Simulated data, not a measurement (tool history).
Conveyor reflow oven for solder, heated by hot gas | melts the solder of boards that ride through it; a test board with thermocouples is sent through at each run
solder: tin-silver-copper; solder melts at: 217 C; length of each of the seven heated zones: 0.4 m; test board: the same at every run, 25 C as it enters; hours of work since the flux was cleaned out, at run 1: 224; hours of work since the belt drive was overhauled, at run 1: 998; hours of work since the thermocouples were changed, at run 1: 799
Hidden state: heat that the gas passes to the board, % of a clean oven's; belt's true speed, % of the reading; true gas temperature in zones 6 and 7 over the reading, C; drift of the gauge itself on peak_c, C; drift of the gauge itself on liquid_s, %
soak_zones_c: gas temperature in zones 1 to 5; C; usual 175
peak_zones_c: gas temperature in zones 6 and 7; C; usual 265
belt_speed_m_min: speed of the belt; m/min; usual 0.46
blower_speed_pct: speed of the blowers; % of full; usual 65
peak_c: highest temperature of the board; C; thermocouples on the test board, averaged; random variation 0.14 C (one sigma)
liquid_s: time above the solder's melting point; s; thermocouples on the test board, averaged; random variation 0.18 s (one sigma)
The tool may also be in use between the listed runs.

run    hour  soak_zones_c  peak_zones_c  belt_speed_m_min  blower_speed_pct  hours of work since the flux was cleaned out  hours of work since the belt drive was overhauled  hours of work since the thermocouples were changed  peak_c  liquid_s
  1       0           175           265              0.46                65                                           224                                                998                                                 799     249      76.9
  2    40.2           175           265              0.46                65                                           251                                               1025                                                 826   249.2      76.8
  3    69.8           175           265              0.46                65                                           270                                               1044                                                 845   248.7        77
  4   115.8           175           265              0.46                65                                           301                                               1075                                                 876   248.5      76.1
  5   158.2           175           265              0.46                65                                           329                                               1103                                                 903   248.1      75.9
      162.5  -- thermocouples of zones 6 and 7 changed
      182.9  -- flux residue cleaned out of gas plates and filters
  6   205.5           183           265              0.46                65                                            15                                               1129                                                  25     253        86
  7   240.1           183           265              0.46                65                                            38                                               1152                                                  48   252.7      85.8
  8   269.4           172           265              0.46                65                                            57                                               1171                                                  67   251.3      78.1
  9   315.2           172           265              0.46                65                                            87                                               1201                                                  97   250.8      78.1
 10   337.1           172           265              0.46                65                                           102                                               1216                                                 112   250.7      78.2
 11   382.9           172           265              0.46                65                                           132                                               1246                                                 142   250.7      77.4
 12   415.8           172           265              0.46                65                                           153                                               1268                                                 164   250.5      77.7
 13   462.7           172           265              0.46                65                                           184                                               1299                                                 194   250.3      77.5
 14   488.6           175           265              0.46                65                                           201                                               1316                                                 212   250.6      78.9
 15   512.6           175           265              0.46                65                                           217                                               1331                                                 227   250.3      78.8
 16     545           175           265             0.422                65                                           238                                               1353                                                 249   252.5      89.3
 17   588.9           181           265              0.46                65                                           267                                               1382                                                 278   251.1      82.9
      596.7  -- belt drive overhauled, speed set with a stopwatch
 18   638.4           175           270             0.441                65                                           297                                                 27                                                 308   255.6        89
      686.8  -- belt drive overhauled, speed set with a stopwatch, once more
 19   687.6           175           270             0.441                65                                           327                                                  1                                                 337   254.5      84.5
      715.7  -- flux residue cleaned out of gas plates and filters
 20   725.4           175           270             0.441                65                                             6                                                 22                                                 359   256.5      86.9
 21   765.6           175           270             0.504                65                                            33                                                 49                                                 385   252.5      71.5
 22   808.3           175           261              0.46                88                                            61                                                 77                                                 414   251.4      80.7
 23   857.4           175           263             0.538                81                                            93                                                109                                                 446     248      63.3
 24   887.8           166           267             0.538                80                                           113                                                129                                                 466   249.1      60.8
 25   935.5           175           278              0.46                65                                           145                                                161                                                 497   261.3      86.4
 26   969.5           175           278              0.46                65                                           167                                                183                                                 520   261.1      86.7
 27  1000.9           175           262              0.46                65                                           188                                                204                                                 540   247.1      73.9
 28  1040.8           170           273              0.46                58                                           214                                                230                                                 567   253.5      76.7
 29    1083           170           273              0.46                58                                           242                                                258                                                 594   253.2        77
 30  1112.4           184           276             0.423                69                                           261                                                277                                                 614   263.6     101.5
 31  1151.1           165           265              0.46                75                                           287                                                303                                                 639   249.1      72.2

Hidden state or all else? Some run-to-run changes of peak_c, split into what the settings, what came in and random variation would give without the hidden state, and what is left for the hidden state (with any gauge scatter that isn't in both results):
Run 5 -> 6: soak_zones_c 175 -> 183, thermocouples of zones 6 and 7 changed, flux residue cleaned out of gas plates and filters. peak_c +4.9 C: hidden state +3.6, all else +1.3.
Run 18 -> 19: belt drive overhauled, speed set with a stopwatch, once more. peak_c -1.1 C: hidden state -1.2, all else +0.1.
Run 19 -> 20: flux residue cleaned out of gas plates and filters. peak_c +2 C: hidden state +2.1, all else -0.1.
Run 24 -> 25: soak_zones_c 166 -> 175, peak_zones_c 267 -> 278, belt_speed_m_min 0.538 -> 0.46, blower_speed_pct 80 -> 65. peak_c +12.2 C: hidden state +0, all else +12.2.
Run 26 -> 27: peak_zones_c 278 -> 262. peak_c -14 C: hidden state +0, all else -14.
Run 30 -> 31: soak_zones_c 184 -> 165, peak_zones_c 276 -> 265, belt_speed_m_min 0.423 -> 0.46, blower_speed_pct 69 -> 75. peak_c -14.5 C: hidden state -0.6, all else -13.9.

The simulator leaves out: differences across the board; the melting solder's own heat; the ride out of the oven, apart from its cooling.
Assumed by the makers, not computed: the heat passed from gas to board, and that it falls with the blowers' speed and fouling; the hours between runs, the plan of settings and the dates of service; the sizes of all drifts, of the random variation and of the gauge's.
